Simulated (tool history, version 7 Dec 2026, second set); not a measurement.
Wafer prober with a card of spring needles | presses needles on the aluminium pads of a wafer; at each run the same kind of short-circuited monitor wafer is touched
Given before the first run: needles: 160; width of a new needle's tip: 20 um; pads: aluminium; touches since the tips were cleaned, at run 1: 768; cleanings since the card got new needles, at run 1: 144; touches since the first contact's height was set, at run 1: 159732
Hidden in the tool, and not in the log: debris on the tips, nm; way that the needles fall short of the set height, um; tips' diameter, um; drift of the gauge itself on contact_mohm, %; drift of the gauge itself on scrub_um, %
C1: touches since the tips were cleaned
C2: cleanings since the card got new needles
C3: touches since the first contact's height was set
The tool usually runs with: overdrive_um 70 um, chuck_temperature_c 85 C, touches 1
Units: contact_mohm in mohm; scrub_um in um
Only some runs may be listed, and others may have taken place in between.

{"run": 1, "hour": 0.0, "overdrive_um": 70, "chuck_temperature_c": 85, "touches": 1, "C1": 768, "C2": 144, "C3": 159732, "contact_mohm": 147, "scrub_um": 11.73}
{"hour": 6.9, "done": "tips cleaned on abrasive film"}
{"hour": 15.5, "done": "tips cleaned on abrasive film"}
{"hour": 24.1, "done": "tips cleaned on abrasive film"}
{"hour": 32.7, "done": "tips cleaned on abrasive film"}
{"hour": 41.3, "done": "tips cleaned on abrasive film"}
{"hour": 49.9, "done": "tips cleaned on abrasive film"}
{"hour": 56.8, "done": "tips cleaned on abrasive film"}
{"hour": 63.9, "done": "tips cleaned on abrasive film"}
{"run": 2, "hour": 63.9, "overdrive_um": 70, "chuck_temperature_c": 85, "touches": 1, "C1": 0, "C2": 152, "C3": 192711, "contact_mohm": 129, "scrub_um": 11.64}
{"hour": 72.5, "done": "tips cleaned on abrasive film"}
{"hour": 79.4, "done": "tips cleaned on abrasive film"}
{"hour": 88.0, "done": "tips cleaned on abrasive film"}
{"hour": 96.6, "done": "tips cleaned on abrasive film"}
{"hour": 105.2, "done": "tips cleaned on abrasive film"}
{"hour": 112.1, "done": "tips cleaned on abrasive film"}
{"hour": 120.7, "done": "tips cleaned on abrasive film"}
{"hour": 124.4, "done": "height of the first contact set anew"}
{"hour": 129.4, "done": "tips cleaned on abrasive film"}
{"run": 3, "hour": 129.4, "overdrive_um": 70, "chuck_temperature_c": 85, "touches": 1, "C1": 0, "C2": 160, "C3": 2593, "contact_mohm": 126, "scrub_um": 11.95}
{"hour": 138.0, "done": "tips cleaned on abrasive film"}
{"hour": 144.9, "done": "tips cleaned on abrasive film"}
{"hour": 156.9, "done": "card fitted with new needles"}
{"hour": 165.5, "done": "tips cleaned on abrasive film"}
{"hour": 174.1, "done": "tips cleaned on abrasive film"}
{"hour": 181.0, "done": "tips cleaned on abrasive film"}
{"hour": 189.6, "done": "tips cleaned on abrasive film"}
{"run": 4, "hour": 192.7, "overdrive_um": 70, "chuck_temperature_c": 40, "touches": 1, "C1": 1610, "C2": 4, "C3": 18483, "contact_mohm": 152, "scrub_um": 11.89}
{"hour": 197.9, "done": "tips cleaned on abrasive film"}
{"hour": 204.8, "done": "tips cleaned on abrasive film"}
{"hour": 211.7, "done": "tips cleaned on abrasive film"}
{"hour": 220.2, "done": "tips cleaned on abrasive film"}
{"hour": 228.8, "done": "tips cleaned on abrasive film"}
{"hour": 237.4, "done": "tips cleaned on abrasive film"}
{"hour": 246.0, "done": "tips cleaned on abrasive film"}
{"run": 5, "hour": 248.3, "overdrive_um": 70, "chuck_temperature_c": 40, "touches": 1, "C1": 1161, "C2": 11, "C3": 47175, "contact_mohm": 140, "scrub_um": 11.88}
{"hour": 253.5, "done": "tips cleaned on abrasive film"}
{"hour": 260.3, "done": "tips cleaned on abrasive film"}
{"hour": 268.9, "done": "tips cleaned on abrasive film"}
{"hour": 277.5, "done": "tips cleaned on abrasive film"}
{"hour": 286.1, "done": "tips cleaned on abrasive film"}
{"hour": 294.7, "done": "tips cleaned on abrasive film"}
{"hour": 301.6, "done": "tips cleaned on abrasive film"}
{"hour": 310.2, "done": "tips cleaned on abrasive film"}
{"hour": 318.8, "done": "tips cleaned on abrasive film"}
{"run": 6, "hour": 322.4, "overdrive_um": 70, "chuck_temperature_c": 85, "touches": 1, "C1": 1862, "C2": 20, "C3": 85447, "contact_mohm": 154, "scrub_um": 11.84}
{"hour": 325.9, "done": "tips cleaned on abrasive film"}
{"hour": 334.5, "done": "tips cleaned on abrasive film"}
{"hour": 341.4, "done": "tips cleaned on abrasive film"}
{"hour": 350.0, "done": "tips cleaned on abrasive film"}
{"hour": 358.6, "done": "tips cleaned on abrasive film"}
{"hour": 367.1, "done": "tips cleaned on abrasive film"}
{"hour": 375.7, "done": "tips cleaned on abrasive film"}
{"hour": 384.3, "done": "tips cleaned on abrasive film"}
{"run": 7, "hour": 388.0, "overdrive_um": 70, "chuck_temperature_c": 85, "touches": 1, "C1": 1934, "C2": 28, "C3": 119350, "contact_mohm": 163, "scrub_um": 11.66}
{"hour": 391.5, "done": "tips cleaned on abrasive film"}
{"hour": 398.4, "done": "tips cleaned on abrasive film"}
{"hour": 407.0, "done": "tips cleaned on abrasive film"}
{"hour": 413.9, "done": "tips cleaned on abrasive film"}
{"hour": 422.5, "done": "tips cleaned on abrasive film"}
{"run": 8, "hour": 429.1, "overdrive_um": 70, "chuck_temperature_c": 85, "touches": 1, "C1": 3434, "C2": 33, "C3": 140546, "contact_mohm": 177, "scrub_um": 11.77}
{"hour": 430.9, "done": "tips cleaned on abrasive film"}
{"hour": 437.8, "done": "tips cleaned on abrasive film"}
{"hour": 446.4, "done": "tips cleaned on abrasive film"}
{"hour": 455.0, "done": "tips cleaned on abrasive film"}
{"hour": 462.5, "done": "tips cleaned on abrasive film"}
{"run": 9, "hour": 462.5, "overdrive_um": 70, "chuck_temperature_c": 85, "touches": 1, "C1": 0, "C2": 38, "C3": 157743, "contact_mohm": 126, "scrub_um": 11.73}
{"hour": 469.4, "done": "tips cleaned on abrasive film"}
{"hour": 478.0, "done": "tips cleaned on abrasive film"}
{"hour": 486.6, "done": "tips cleaned on abrasive film"}
{"hour": 493.5, "done": "tips cleaned on abrasive film"}
{"hour": 502.1, "done": "tips cleaned on abrasive film"}
{"hour": 509.0, "done": "tips cleaned on abrasive film"}
{"hour": 517.6, "done": "tips cleaned on abrasive film"}
{"run": 10, "hour": 522.9, "overdrive_um": 70, "chuck_temperature_c": 85, "touches": 1, "C1": 2795, "C2": 45, "C3": 188957, "contact_mohm": 174, "scrub_um": 11.61}
{"hour": 524.7, "done": "tips cleaned on abrasive film"}
{"hour": 533.3, "done": "tips cleaned on abrasive film"}
{"hour": 541.9, "done": "tips cleaned on abrasive film"}
{"hour": 548.8, "done": "tips cleaned on abrasive film"}
{"hour": 557.4, "done": "tips cleaned on abrasive film"}
{"hour": 566.0, "done": "tips cleaned on abrasive film"}
{"hour": 574.6, "done": "tips cleaned on abrasive film"}
{"hour": 583.2, "done": "tips cleaned on abrasive film"}
{"run": 11, "hour": 583.4, "overdrive_um": 70, "chuck_temperature_c": 85, "touches": 1, "C1": 102, "C2": 53, "C3": 220140, "contact_mohm": 132, "scrub_um": 11.54}
{"hour": 590.3, "done": "tips cleaned on abrasive film"}
{"hour": 590.6, "done": "height of the first contact set anew"}
{"hour": 599.1, "done": "tips cleaned on abrasive film"}
{"hour": 607.7, "done": "tips cleaned on abrasive film"}
{"hour": 614.6, "done": "tips cleaned on abrasive film"}
{"hour": 623.2, "done": "tips cleaned on abrasive film"}
{"hour": 630.1, "done": "tips cleaned on abrasive film"}
{"hour": 638.7, "done": "tips cleaned on abrasive film"}
{"run": 12, "hour": 641.5, "overdrive_um": 62, "chuck_temperature_c": 92, "touches": 1, "C1": 1470, "C2": 60, "C3": 26335, "contact_mohm": 162, "scrub_um": 10.57}
{"hour": 646.7, "done": "tips cleaned on abrasive film"}
{"hour": 653.6, "done": "tips cleaned on abrasive film"}
{"hour": 662.2, "done": "tips cleaned on abrasive film"}
{"hour": 670.8, "done": "tips cleaned on abrasive film"}
{"hour": 679.4, "done": "tips cleaned on abrasive film"}
{"hour": 686.3, "done": "tips cleaned on abrasive film"}
{"hour": 694.9, "done": "tips cleaned on abrasive film"}
{"hour": 703.5, "done": "tips cleaned on abrasive film"}
{"run": 13, "hour": 706.1, "overdrive_um": 53, "chuck_temperature_c": 85, "touches": 2, "C1": 1381, "C2": 68, "C3": 59687, "contact_mohm": 162, "scrub_um": 8.94}
{"hour": 711.3, "done": "tips cleaned on abrasive film"}
{"hour": 719.9, "done": "tips cleaned on abrasive film"}
{"hour": 728.5, "done": "tips cleaned on abrasive film"}
{"hour": 737.1, "done": "tips cleaned on abrasive film"}
{"hour": 744.0, "done": "tips cleaned on abrasive film"}
{"hour": 752.6, "done": "tips cleaned on abrasive film"}
{"hour": 759.5, "done": "tips cleaned on abrasive film"}
{"run": 14, "hour": 762.5, "overdrive_um": 58, "chuck_temperature_c": 39, "touches": 2, "C1": 1557, "C2": 75, "C3": 88774, "contact_mohm": 149, "scrub_um": 9.77}
{"hour": 767.7, "done": "tips cleaned on abrasive film"}
{"hour": 776.3, "done": "tips cleaned on abrasive film"}
{"hour": 784.9, "done": "tips cleaned on abrasive film"}
{"hour": 793.5, "done": "tips cleaned on abrasive film"}
{"hour": 802.1, "done": "tips cleaned on abrasive film"}
{"hour": 809.0, "done": "tips cleaned on abrasive film"}
{"hour": 817.6, "done": "tips cleaned on abrasive film"}
{"hour": 826.2, "done": "tips cleaned on abrasive film"}
{"hour": 834.7, "done": "tips cleaned on abrasive film"}
{"run": 15, "hour": 835.1, "overdrive_um": 55, "chuck_temperature_c": 30, "touches": 2, "C1": 177, "C2": 84, "C3": 126250, "contact_mohm": 122, "scrub_um": 9.19}
{"hour": 842.0, "done": "tips cleaned on abrasive film"}
{"hour": 848.9, "done": "tips cleaned on abrasive film"}
{"hour": 857.5, "done": "tips cleaned on abrasive film"}
{"hour": 866.1, "done": "tips cleaned on abrasive film"}
{"hour": 874.7, "done": "tips cleaned on abrasive film"}
{"hour": 883.3, "done": "tips cleaned on abrasive film"}
{"hour": 891.8, "done": "tips cleaned on abrasive film"}
{"hour": 900.4, "done": "tips cleaned on abrasive film"}
{"hour": 909.0, "done": "tips cleaned on abrasive film"}
{"run": 16, "hour": 913.5, "overdrive_um": 62, "chuck_temperature_c": 36, "touches": 2, "C1": 2333, "C2": 93, "C3": 166768, "contact_mohm": 156, "scrub_um": 10.25}
{"hour": 917.0, "done": "tips cleaned on abrasive film"}
{"hour": 923.9, "done": "tips cleaned on abrasive film"}
{"hour": 932.5, "done": "tips cleaned on abrasive film"}
{"hour": 941.1, "done": "tips cleaned on abrasive film"}
{"hour": 949.7, "done": "tips cleaned on abrasive film"}
{"hour": 958.3, "done": "tips cleaned on abrasive film"}
{"hour": 966.9, "done": "tips cleaned on abrasive film"}
{"hour": 975.5, "done": "tips cleaned on abrasive film"}
{"hour": 982.9, "done": "tips cleaned on abrasive film"}
{"run": 17, "hour": 982.9, "overdrive_um": 70, "chuck_temperature_c": 108, "touches": 1, "C1": 0, "C2": 102, "C3": 202567, "contact_mohm": 126, "scrub_um": 11.61}
{"hour": 991.5, "done": "tips cleaned on abrasive film"}
{"hour": 1000.1, "done": "tips cleaned on abrasive film"}
{"hour": 1008.7, "done": "tips cleaned on abrasive film"}
{"hour": 1017.3, "done": "tips cleaned on abrasive film"}
{"hour": 1024.4, "done": "height of the first contact set anew"}
{"hour": 1026.2, "done": "tips cleaned on abrasive film"}
{"hour": 1034.8, "done": "tips cleaned on abrasive film"}
{"hour": 1042.1, "done": "tips cleaned on abrasive film"}
{"run": 18, "hour": 1042.1, "overdrive_um": 60, "chuck_temperature_c": 95, "touches": 1, "C1": 0, "C2": 109, "C3": 9098, "contact_mohm": 129, "scrub_um": 10.26}
{"hour": 1049.0, "done": "tips cleaned on abrasive film"}
{"hour": 1055.9, "done": "tips cleaned on abrasive film"}
{"hour": 1064.5, "done": "tips cleaned on abrasive film"}
{"hour": 1073.1, "done": "tips cleaned on abrasive film"}
{"hour": 1081.6, "done": "tips cleaned on abrasive film"}
{"hour": 1088.5, "done": "tips cleaned on abrasive film"}
{"hour": 1097.1, "done": "tips cleaned on abrasive film"}
{"hour": 1104.0, "done": "tips cleaned on abrasive film"}
{"run": 19, "hour": 1105.1, "overdrive_um": 60, "chuck_temperature_c": 95, "touches": 2, "C1": 552, "C2": 117, "C3": 41622, "contact_mohm": 141, "scrub_um": 10.18}
{"hour": 1112.0, "done": "tips cleaned on abrasive film"}
{"hour": 1120.6, "done": "tips cleaned on abrasive film"}
{"hour": 1129.2, "done": "tips cleaned on abrasive film"}
{"hour": 1136.1, "done": "tips cleaned on abrasive film"}
{"hour": 1144.7, "done": "tips cleaned on abrasive film"}
{"run": 20, "hour": 1150.0, "overdrive_um": 68, "chuck_temperature_c": 66, "touches": 3, "C1": 2799, "C2": 122, "C3": 64847, "contact_mohm": 143, "scrub_um": 11.51}
{"hour": 1151.8, "done": "tips cleaned on abrasive film"}
{"hour": 1158.7, "done": "tips cleaned on abrasive film"}
{"hour": 1167.3, "done": "tips cleaned on abrasive film"}
{"hour": 1175.9, "done": "tips cleaned on abrasive film"}
{"hour": 1184.5, "done": "tips cleaned on abrasive film"}
{"hour": 1193.1, "done": "tips cleaned on abrasive film"}
{"run": 21, "hour": 1195.9, "overdrive_um": 68, "chuck_temperature_c": 36, "touches": 3, "C1": 1454, "C2": 128, "C3": 88506, "contact_mohm": 128, "scrub_um": 11.42}

Here are 3 independent what-if runs from the current tool condition. What would each one return?
{"hour": 1201.1, "done": "tips cleaned on abrasive film"}
{"hour": 1209.7, "done": "tips cleaned on abrasive film"}
{"hour": 1218.3, "done": "tips cleaned on abrasive film"}
{"hour": 1226.9, "done": "tips cleaned on abrasive film"}
{"hour": 1235.5, "done": "tips cleaned on abrasive film"}
{"hour": 1244.1, "done": "tips cleaned on abrasive film"}
{"hour": 1251.0, "done": "tips cleaned on abrasive film"}
{"hour": 1259.5, "done": "tips cleaned on abrasive film"}
{"hour": 1268.1, "done": "tips cleaned on abrasive film"}
{"hour": 1276.7, "done": "tips cleaned on abrasive film"}
{"run": "A", "hour": 1277.5, "overdrive_um": 61, "chuck_temperature_c": 104, "touches": 3, "C1": 414, "C2": 138, "C3": 130659, "contact_mohm": "?", "scrub_um": "?"}
{"hour": 1201.1, "done": "tips cleaned on abrasive film"}
{"hour": 1209.7, "done": "tips cleaned on abrasive film"}
{"hour": 1218.3, "done": "tips cleaned on abrasive film"}
{"hour": 1226.9, "done": "tips cleaned on abrasive film"}
{"hour": 1235.5, "done": "tips cleaned on abrasive film"}
{"hour": 1244.1, "done": "tips cleaned on abrasive film"}
{"hour": 1251.0, "done": "tips cleaned on abrasive film"}
{"hour": 1259.5, "done": "tips cleaned on abrasive film"}
{"hour": 1268.1, "done": "tips cleaned on abrasive film"}
{"hour": 1276.7, "done": "tips cleaned on abrasive film"}
{"run": "B", "hour": 1277.5, "overdrive_um": 82, "chuck_temperature_c": 58, "touches": 2, "C1": 414, "C2": 138, "C3": 130659, "contact_mohm": "?", "scrub_um": "?"}
{"hour": 1201.1, "done": "tips cleaned on abrasive film"}
{"hour": 1209.7, "done": "tips cleaned on abrasive film"}
{"hour": 1218.3, "done": "tips cleaned on abrasive film"}
{"hour": 1226.9, "done": "tips cleaned on abrasive film"}
{"hour": 1235.5, "done": "tips cleaned on abrasive film"}
{"hour": 1244.1, "done": "tips cleaned on abrasive film"}
{"hour": 1251.0, "done": "tips cleaned on abrasive film"}
{"hour": 1259.5, "done": "tips cleaned on abrasive film"}
{"hour": 1268.1, "done": "tips cleaned on abrasive film"}
{"hour": 1276.7, "done": "tips cleaned on abrasive film"}
{"run": "C", "hour": 1277.5, "overdrive_um": 87, "chuck_temperature_c": 85, "touches": 1, "C1": 414, "C2": 138, "C3": 130659, "contact_mohm": "?", "scrub_um": "?"}

run=A contact_mohm=135 scrub_um=10.19
run=B contact_mohm=123 scrub_um=13.80
run=C contact_mohm=129 scrub_um=14.68
The same runs, with their run-to-run variation unchanged, on a tool lacking any hidden condition would have given:
run=A contact_mohm=125 scrub_um=10.47
run=B contact_mohm=114 scrub_um=14.08
run=C contact_mohm=117 scrub_um=14.96
